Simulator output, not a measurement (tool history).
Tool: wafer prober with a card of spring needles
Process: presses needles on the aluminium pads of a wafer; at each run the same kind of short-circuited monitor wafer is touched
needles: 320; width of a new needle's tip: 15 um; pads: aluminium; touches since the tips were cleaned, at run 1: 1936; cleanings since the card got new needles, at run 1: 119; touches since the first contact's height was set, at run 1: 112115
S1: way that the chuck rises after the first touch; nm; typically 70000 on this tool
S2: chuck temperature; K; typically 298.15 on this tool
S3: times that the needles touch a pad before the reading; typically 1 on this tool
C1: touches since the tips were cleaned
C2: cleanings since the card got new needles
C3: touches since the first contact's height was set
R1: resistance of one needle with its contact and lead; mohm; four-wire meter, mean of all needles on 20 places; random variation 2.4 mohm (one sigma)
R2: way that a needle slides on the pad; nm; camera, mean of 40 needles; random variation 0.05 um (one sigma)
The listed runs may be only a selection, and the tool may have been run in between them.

Run 1, day 0: usual settings; C1 1936; C2 119; C3 112115. Result: R1 288 mohm, R2 15960 nm.
At day 0.242: tips cleaned on abrasive film.
At day 0.558: tips cleaned on abrasive film.
Run 2, day 0.817: usual settings; C1 3845; C2 121; C3 124165. Result: R1 308 mohm, R2 15970 nm.
At day 0.9: tips cleaned on abrasive film.
At day 1.221: tips cleaned on abrasive film.
At day 1.538: tips cleaned on abrasive film.
At day 1.938: tips cleaned on abrasive film.
At day 2.333: tips cleaned on abrasive film.
At day 2.729: tips cleaned on abrasive film.
Run 3, day 2.733: usual settings; C1 11; C2 127; C3 152306. Result: R1 276 mohm, R2 15810 nm.
At day 3.05: tips cleaned on abrasive film.
At day 3.45: tips cleaned on abrasive film.
At day 3.767: tips cleaned on abrasive film.
At day 4.167: tips cleaned on abrasive film.
At day 4.483: tips cleaned on abrasive film.
Run 4, day 4.608: usual settings; C1 1832; C2 132; C3 179941. Result: R1 295 mohm, R2 15820 nm.
At day 4.7: height of the first contact set anew.
At day 4.862: tips cleaned on abrasive film.
At day 5.258: tips cleaned on abrasive film.
At day 5.654: tips cleaned on abrasive film.
At day 6.029: tips cleaned on abrasive film.
Run 5, day 6.029: usual settings but S2 317.15 K; C1 0; C2 136; C3 19585. Result: R1 276 mohm, R2 16380 nm.
At day 6.429: tips cleaned on abrasive film.
At day 6.746: tips cleaned on abrasive film.
At day 7.146: tips cleaned on abrasive film.
Run 6, day 7.304: usual settings but S2 317.15 K; C1 2345; C2 139; C3 38339. Result: R1 302 mohm, R2 16280 nm.
At day 7.517: tips cleaned on abrasive film.
At day 7.833: tips cleaned on abrasive film.
At day 8.233: tips cleaned on abrasive film.
Run 7, day 8.375: usual settings but S2 317.15 K; C1 2104; C2 142; C3 54119. Result: R1 301 mohm, R2 16260 nm.
At day 8.612: tips cleaned on abrasive film.
At day 8.933: tips cleaned on abrasive film.
At day 9.329: tips cleaned on abrasive film.
At day 9.729: tips cleaned on abrasive film.
Run 8, day 9.938: usual settings but S2 317.15 K; C1 3114; C2 146; C3 77159. Result: R1 315 mohm, R2 16050 nm.
At day 10.1: tips cleaned on abrasive film.
At day 10.496: tips cleaned on abrasive film.
At day 10.817: tips cleaned on abrasive film.
At day 11.212: tips cleaned on abrasive film.
At day 11.612: tips cleaned on abrasive film.
Run 9, day 11.646: usual settings; C1 493; C2 151; C3 102267. Result: R1 279 mohm, R2 15950 nm.
At day 11.962: tips cleaned on abrasive film.
At day 12.362: tips cleaned on abrasive film.
At day 12.758: tips cleaned on abrasive film.
Run 10, day 12.975: usual settings; C1 3236; C2 154; C3 121914. Result: R1 310 mohm, R2 15960 nm.
At day 13.138: tips cleaned on abrasive film.
At day 13.533: tips cleaned on abrasive film.
At day 13.854: tips cleaned on abrasive film.
Run 11, day 14.129: usual settings; C1 4123; C2 157; C3 138931. Result: R1 314 mohm, R2 15890 nm.
At day 14.212: tips cleaned on abrasive film.
At day 14.533: tips cleaned on abrasive film.
At day 14.929: tips cleaned on abrasive film.
At day 15.329: tips cleaned on abrasive film.
Run 12, day 15.442: usual settings; C1 1703; C2 161; C3 158216. Result: R1 299 mohm, R2 15810 nm.
At day 15.683: tips cleaned on abrasive film.
At day 16.079: tips cleaned on abrasive film.
At day 16.479: tips cleaned on abrasive film.
At day 16.875: tips cleaned on abrasive film.
At day 17.046: height of the first contact set anew.
At day 17.283: tips cleaned on abrasive film.
Run 13, day 17.338: usual settings but S2 392.15 K, S3 2; C1 769; C2 166; C3 4286. Result: R1 309 mohm, R2 16380 nm.
At day 17.654: tips cleaned on abrasive film.
At day 17.975: tips cleaned on abrasive film.
At day 18.371: tips cleaned on abrasive film.
At day 18.771: tips cleaned on abrasive film.
Run 14, day 18.925: usual settings but S2 301.15 K; C1 2290; C2 170; C3 27674. Result: R1 303 mohm, R2 16360 nm.
At day 19.162: tips cleaned on abrasive film.
At day 19.562: tips cleaned on abrasive film.
At day 19.942: tips cleaned on abrasive film.
Run 15, day 19.942: usual settings but S1 69000 nm, S2 325.15 K, S3 2; C1 0; C2 173; C3 42635. Result: R1 280 mohm, R2 16020 nm.
At day 20.338: tips cleaned on abrasive film.
At day 20.738: tips cleaned on abrasive film.
At day 21.133: tips cleaned on abrasive film.
Run 16, day 21.392: usual settings but S1 69000 nm, S2 325.15 K, S3 2; C1 3861; C2 176; C3 64078. Result: R1 304 mohm, R2 15900 nm.
At day 21.475: tips cleaned on abrasive film.
At day 21.875: tips cleaned on abrasive film.
At day 22.192: tips cleaned on abrasive film.
Run 17, day 22.312: usual settings but S1 83000 nm, S3 3; C1 1811; C2 179; C3 77609. Result: R1 274 mohm, R2 19170 nm.
At day 22.554: tips cleaned on abrasive film.
At day 22.95: tips cleaned on abrasive film.
At day 23.35: tips cleaned on abrasive film.
At day 23.667: tips cleaned on abrasive film.
Run 18, day 23.929: usual settings but S1 73000 nm, S2 319.15 K; C1 3866; C2 183; C3 101401. Result: R1 319 mohm, R2 16820 nm.
At day 24.012: tips cleaned on abrasive film.
At day 24.329: tips cleaned on abrasive film.
At day 24.729: tips cleaned on abrasive film.
At day 25.046: tips cleaned on abrasive film.
At day 25.412: tips cleaned on abrasive film.
Run 19, day 25.412: usual settings but S1 73000 nm, S2 319.15 K; C1 0; C2 188; C3 123196. Result: R1 281 mohm, R2 16580 nm.
At day 25.729: tips cleaned on abrasive film.
At day 26.129: tips cleaned on abrasive film.
At day 26.446: tips cleaned on abrasive film.
At day 26.846: tips cleaned on abrasive film.
Run 20, day 26.908: usual settings but S1 73000 nm, S2 319.15 K; C1 913; C2 192; C3 145207. Result: R1 293 mohm, R2 16570 nm.
At day 27.225: tips cleaned on abrasive film.
At day 27.621: tips cleaned on abrasive film.
At day 27.95: tips cleaned on abrasive film.
Run 21, day 27.95: usual settings but S1 71000 nm, S2 339.15 K; C1 0; C2 195; C3 160551. Result: R1 289 mohm, R2 16070 nm.
At day 28.267: tips cleaned on abrasive film.
At day 28.588: tips cleaned on abrasive film.
At day 28.983: tips cleaned on abrasive film.
At day 29.383: tips cleaned on abrasive film.
At day 29.396: height of the first contact set anew.
At day 29.792: tips cleaned on abrasive film.
Run 22, day 29.9: usual settings but S1 71000 nm, S2 339.15 K; C1 1608; C2 200; C3 7468. Result: R1 309 mohm, R2 16690 nm.
At day 30.142: tips cleaned on abrasive film.
At day 30.458: tips cleaned on abrasive film.
Run 23, day 30.742: usual settings but S1 60000 nm, S2 361.15 K; C1 4184; C2 202; C3 19858. Result: R1 356 mohm, R2 14040 nm.

5 options for the next run, each taken on its own from the tool as it stands now. Forecast them:
At day 30.825: tips cleaned on abrasive film.
At day 31.142: tips cleaned on abrasive film.
At day 31.542: tips cleaned on abrasive film.
At day 31.858: tips cleaned on abrasive film.
At day 32.2: tips cleaned on abrasive film.
Run A, day 32.2: usual settings but S3 2; C1 0; C2 207; C3 41260. Result: R1 ?, R2 ?.
At day 30.825: tips cleaned on abrasive film.
At day 31.142: tips cleaned on abrasive film.
At day 31.542: tips cleaned on abrasive film.
At day 31.858: tips cleaned on abrasive film.
At day 32.2: tips cleaned on abrasive film.
Run B, day 32.2: usual settings but S1 74000 nm, S2 309.15 K; C1 0; C2 207; C3 41260. Result: R1 ?, R2 ?.
At day 30.825: tips cleaned on abrasive film.
At day 31.142: tips cleaned on abrasive film.
At day 31.542: tips cleaned on abrasive film.
At day 31.858: tips cleaned on abrasive film.
At day 32.2: tips cleaned on abrasive film.
Run C, day 32.2: usual settings but S2 330.15 K; C1 0; C2 207; C3 41260. Result: R1 ?, R2 ?.
At day 30.825: tips cleaned on abrasive film.
At day 31.142: tips cleaned on abrasive film.
At day 31.542: tips cleaned on abrasive film.
At day 31.858: tips cleaned on abrasive film.
At day 32.2: tips cleaned on abrasive film.
Run D, day 32.2: usual settings but S2 372.15 K; C1 0; C2 207; C3 41260. Result: R1 ?, R2 ?.
At day 30.825: tips cleaned on abrasive film.
At day 31.142: tips cleaned on abrasive film.
At day 31.542: tips cleaned on abrasive film.
At day 31.858: tips cleaned on abrasive film.
At day 32.2: tips cleaned on abrasive film.
Run E, day 32.2: usual settings but S1 56000 nm, S2 333.15 K; C1 0; C2 207; C3 41260. Result: R1 ?, R2 ?.

run   R1     R2
  A  274  16220
  B  280  17210
  C  285  16240
  D  303  16230
  E  300  13020
Without the tool's hidden state the same runs would have given:
run   R1     R2
  A  265  16390
  B  270  17390
  C  273  16420
  D  291  16400
  E  283  13190
